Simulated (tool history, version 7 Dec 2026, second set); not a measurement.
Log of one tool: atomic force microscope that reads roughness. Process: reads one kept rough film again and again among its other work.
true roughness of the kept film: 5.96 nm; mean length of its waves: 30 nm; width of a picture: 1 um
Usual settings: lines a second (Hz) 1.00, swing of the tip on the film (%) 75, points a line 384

run,day,lines a second (Hz),swing of the tip on the film (%),points a line,roughness of the kept film (nm (root mean square))
1,0.000,1.00,75,384,3.961
2,0.325,1.00,75,384,3.952
3,0.617,1.00,75,384,3.903
4,0.833,1.00,75,384,3.877
5,1.112,1.00,75,384,3.869
6,1.446,1.00,75,384,3.815
7,1.617,1.00,75,384,3.788
8,1.942,0.95,75,384,3.753
9,2.292,0.95,75,384,3.712
10,2.629,1.00,76,384,3.650
# day 2.679: new tip fitted
11,3.025,1.54,75,384,4.600
12,3.308,1.00,75,616,4.740
13,3.675,1.00,75,272,4.622
14,3.979,0.75,88,511,4.463
15,4.300,0.54,59,586,4.836
16,4.700,1.71,69,612,4.394
17,4.904,1.52,76,285,4.213
18,5.088,1.52,76,285,4.245
19,5.275,1.52,76,285,4.166
20,5.700,0.68,56,444,4.548
21,6.058,1.43,77,409,4.079
22,6.346,3.19,77,409,3.593
23,6.688,3.19,77,409,3.553
24,7.000,0.61,77,409,4.187

Forecast each of these 4 alternatives for the next run:
A,7.412,0.69,77,409,?
B,7.412,3.71,63,669,?
C,7.412,1.00,84,726,?
D,7.412,0.61,77,822,?

run,roughness of the kept film (nm (root mean square))
A,4.134
B,3.860
C,3.930
D,4.133
Without the tool's hidden state the same runs would have given:
run,roughness of the kept film (nm (root mean square))
A,4.969
B,4.640
C,4.724
D,4.969
